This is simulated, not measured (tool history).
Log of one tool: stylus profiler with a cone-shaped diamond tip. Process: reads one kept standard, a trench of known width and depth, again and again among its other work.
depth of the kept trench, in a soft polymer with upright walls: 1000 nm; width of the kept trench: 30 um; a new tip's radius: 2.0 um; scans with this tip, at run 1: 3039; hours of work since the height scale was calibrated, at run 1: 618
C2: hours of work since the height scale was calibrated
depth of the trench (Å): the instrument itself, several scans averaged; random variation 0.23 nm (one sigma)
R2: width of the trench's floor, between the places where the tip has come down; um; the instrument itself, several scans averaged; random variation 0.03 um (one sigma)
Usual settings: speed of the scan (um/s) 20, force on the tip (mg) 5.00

Run 1, day 0.000: usual settings; scans with this tip 3039; C2 618. Result: depth of the trench (Å) 10139.9, R2 25.44 um.
Run 2, day 3.283: usual settings; scans with this tip 3293; C2 670. Result: depth of the trench (Å) 10145.6, R2 25.36 um.
Run 3, day 9.238: usual settings but speed of the scan (um/s) 6; scans with this tip 3754; C2 764. Result: depth of the trench (Å) 10150.2, R2 25.20 um.
Run 4, day 13.925: usual settings but speed of the scan (um/s) 28; scans with this tip 4117; C2 837. Result: depth of the trench (Å) 10157.6, R2 25.07 um.
Run 5, day 17.883: usual settings but speed of the scan (um/s) 28; scans with this tip 4423; C2 900. Result: depth of the trench (Å) 10154.3, R2 25.00 um.
Run 6, day 21.792: usual settings but speed of the scan (um/s) 28; scans with this tip 4725; C2 961. Result: depth of the trench (Å) 10156.1, R2 24.88 um.
Run 7, day 25.650: usual settings but speed of the scan (um/s) 28; scans with this tip 5024; C2 1022. Result: depth of the trench (Å) 10164.9, R2 24.80 um.
Run 8, day 28.204: usual settings but speed of the scan (um/s) 28; scans with this tip 5222; C2 1062. Result: depth of the trench (Å) 10165.7, R2 24.79 um.
Run 9, day 30.821: usual settings but force on the tip (mg) 6.81; scans with this tip 5424; C2 1104. Result: depth of the trench (Å) 10194.0, R2 24.70 um.
Run 10, day 36.021: usual settings but force on the tip (mg) 5.69; scans with this tip 5826; C2 1185. Result: depth of the trench (Å) 10181.6, R2 24.64 um.
Run 11, day 39.108: usual settings; scans with this tip 6065; C2 1234. Result: depth of the trench (Å) 10171.0, R2 24.54 um.
Run 12, day 42.650: usual settings; scans with this tip 6339; C2 1290. Result: depth of the trench (Å) 10177.9, R2 24.48 um.
Run 13, day 47.208: usual settings; scans with this tip 6692; C2 1362. Result: depth of the trench (Å) 10176.1, R2 24.37 um.
Run 14, day 50.183: usual settings; scans with this tip 6922; C2 1408. Result: depth of the trench (Å) 10183.5, R2 24.29 um.
Run 15, day 52.738: usual settings; scans with this tip 7120; C2 1449. Result: depth of the trench (Å) 10181.8, R2 24.30 um.
Run 16, day 56.212: usual settings; scans with this tip 7389; C2 1503. Result: depth of the trench (Å) 10189.6, R2 24.17 um.
Run 17, day 60.150: usual settings; scans with this tip 7693; C2 1565. Result: depth of the trench (Å) 10190.9, R2 24.03 um.
Run 18, day 63.108: usual settings; scans with this tip 7923; C2 1612. Result: depth of the trench (Å) 10192.3, R2 24.06 um.
Run 19, day 68.779: usual settings; scans with this tip 8361; C2 1701. Result: depth of the trench (Å) 10193.1, R2 23.91 um.
Run 20, day 71.588: usual settings but speed of the scan (um/s) 13; scans with this tip 8578; C2 1745. Result: depth of the trench (Å) 10198.8, R2 23.91 um.
Run 21, day 77.079: usual settings but speed of the scan (um/s) 68; scans with this tip 9003; C2 1832. Result: depth of the trench (Å) 10198.2, R2 23.70 um.
At day 79.912: height scale calibrated on a step standard.
Run 22, day 83.079: usual settings but speed of the scan (um/s) 68; scans with this tip 9466; C2 50. Result: depth of the trench (Å) 10122.7, R2 23.58 um.
Run 23, day 88.438: usual settings but speed of the scan (um/s) 6; scans with this tip 9881; C2 134. Result: depth of the trench (Å) 10128.2, R2 23.58 um.
Run 24, day 93.308: usual settings but speed of the scan (um/s) 6; scans with this tip 10258; C2 211. Result: depth of the trench (Å) 10128.5, R2 23.52 um.
Run 25, day 98.467: usual settings but speed of the scan (um/s) 6; scans with this tip 10657; C2 292. Result: depth of the trench (Å) 10135.5, R2 23.36 um.
Run 26, day 101.671: usual settings but speed of the scan (um/s) 6; scans with this tip 10905; C2 343. Result: depth of the trench (Å) 10132.6, R2 23.34 um.
At day 104.746: new tip fitted, height scale calibrated.
Run 27, day 107.358: usual settings but speed of the scan (um/s) 16, force on the tip (mg) 13.23; scans with this tip 202; C2 41. Result: depth of the trench (Å) 10222.7, R2 26.40 um.
Run 28, day 110.421: usual settings but speed of the scan (um/s) 16, force on the tip (mg) 5.12; scans with this tip 439; C2 89. Result: depth of the trench (Å) 10115.7, R2 26.30 um.
Run 29, day 113.962: usual settings but speed of the scan (um/s) 16, force on the tip (mg) 12.48; scans with this tip 713; C2 145. Result: depth of the trench (Å) 10215.0, R2 26.19 um.
Run 30, day 117.871: usual settings but speed of the scan (um/s) 16, force on the tip (mg) 12.48; scans with this tip 1016; C2 207. Result: depth of the trench (Å) 10215.7, R2 26.06 um.
Run 31, day 121.512: usual settings but speed of the scan (um/s) 30, force on the tip (mg) 6.39; scans with this tip 1298; C2 264. Result: depth of the trench (Å) 10143.7, R2 25.97 um.
Run 32, day 126.662: usual settings but speed of the scan (um/s) 9, force on the tip (mg) 1.82; scans with this tip 1696; C2 345. Result: depth of the trench (Å) 10071.3, R2 25.80 um.
Run 33, day 130.867: usual settings but speed of the scan (um/s) 5, force on the tip (mg) 2.87; scans with this tip 2021; C2 411. Result: depth of the trench (Å) 10094.7, R2 25.76 um.
Run 34, day 136.192: usual settings but speed of the scan (um/s) 5, force on the tip (mg) 7.65; scans with this tip 2433; C2 495. Result: depth of the trench (Å) 10170.7, R2 25.56 um.
Run 35, day 139.371: usual settings but speed of the scan (um/s) 52, force on the tip (mg) 2.39; scans with this tip 2679; C2 545. Result: depth of the trench (Å) 10090.9, R2 25.45 um.
Run 36, day 142.204: usual settings but speed of the scan (um/s) 52, force on the tip (mg) 3.70; scans with this tip 2899; C2 590. Result: depth of the trench (Å) 10119.3, R2 25.34 um.
Run 37, day 145.279: usual settings but speed of the scan (um/s) 6, force on the tip (mg) 12.69; scans with this tip 3136; C2 638. Result: depth of the trench (Å) 10239.9, R2 25.38 um.
Run 38, day 150.579: usual settings but force on the tip (mg) 9.07; scans with this tip 3547; C2 722. Result: depth of the trench (Å) 10198.3, R2 25.23 um.
Run 39, day 156.275: usual settings but speed of the scan (um/s) 15, force on the tip (mg) 2.41; scans with this tip 3987; C2 811. Result: depth of the trench (Å) 10101.4, R2 25.08 um.

5 ways to go on from here, each from the tool as it stands after run 39. What would each give?
Run A, day 158.971: usual settings but speed of the scan (um/s) 42, force on the tip (mg) 10.45; scans with this tip 4196; C2 854. Result: depth of the trench (Å) ?, R2 ?.
Run B, day 158.971: usual settings but speed of the scan (um/s) 42, force on the tip (mg) 10.16; scans with this tip 4196; C2 854. Result: depth of the trench (Å) ?, R2 ?.
Run C, day 158.971: usual settings but speed of the scan (um/s) 34, force on the tip (mg) 5.45; scans with this tip 4196; C2 854. Result: depth of the trench (Å) ?, R2 ?.
Run D, day 158.971: usual settings but speed of the scan (um/s) 29, force on the tip (mg) 13.73; scans with this tip 4196; C2 854. Result: depth of the trench (Å) ?, R2 ?.
Run E, day 158.971: usual settings but speed of the scan (um/s) 58; scans with this tip 4196; C2 854. Result: depth of the trench (Å) ?, R2 ?.

run  depth of the trench (Å)     R2
  A                  10226.8  24.98
  B                  10218.1  24.96
  C                  10157.8  24.99
  D                  10260.3  25.02
  E                  10147.6  24.89
Without the tool's hidden state the same runs would have given:
run  depth of the trench (Å)     R2
  A                  10192.1  26.48
  B                  10183.4  26.47
  C                  10123.3  26.49
  D                  10225.5  26.53
  E                  10113.1  26.40
